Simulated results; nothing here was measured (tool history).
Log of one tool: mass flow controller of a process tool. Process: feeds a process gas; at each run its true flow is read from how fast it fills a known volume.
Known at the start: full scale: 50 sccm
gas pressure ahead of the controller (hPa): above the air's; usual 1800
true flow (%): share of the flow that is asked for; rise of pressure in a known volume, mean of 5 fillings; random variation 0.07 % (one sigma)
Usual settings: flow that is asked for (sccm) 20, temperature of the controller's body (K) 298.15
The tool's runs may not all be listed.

run,hour,flow that is asked for (sccm),gas pressure ahead of the controller (hPa),temperature of the controller's body (K),true flow (%)
1,0,20,1800,298.15,98.8
2,200.8,43,1800,298.15,100.33
3,330,43,1800,298.15,100.47
4,473.7,43,1800,298.15,100.5
5,656.4,20,1800,298.15,98.92
6,883.9,20,1800,298.15,98.82
7,985,20,1800,298.15,98.93
8,1210.1,7,1800,298.15,96.57
9,1374.8,7,1800,298.15,96.51
10,1487.5,20,1800,298.15,98.95
11,1585.4,20,1800,298.15,99.02
12,1776.2,9,2390,298.15,96.9
13,1955.7,20,1460,298.15,99.01
14,2180.3,43,2210,296.15,100.28
15,2373.9,15,1800,298.15,98.24

Forecast run 16:
16,2487.4,15,1750,308.15,?

true flow (%): 98.65
Without the tool's hidden state the same run would have given true flow (%) 98.71.
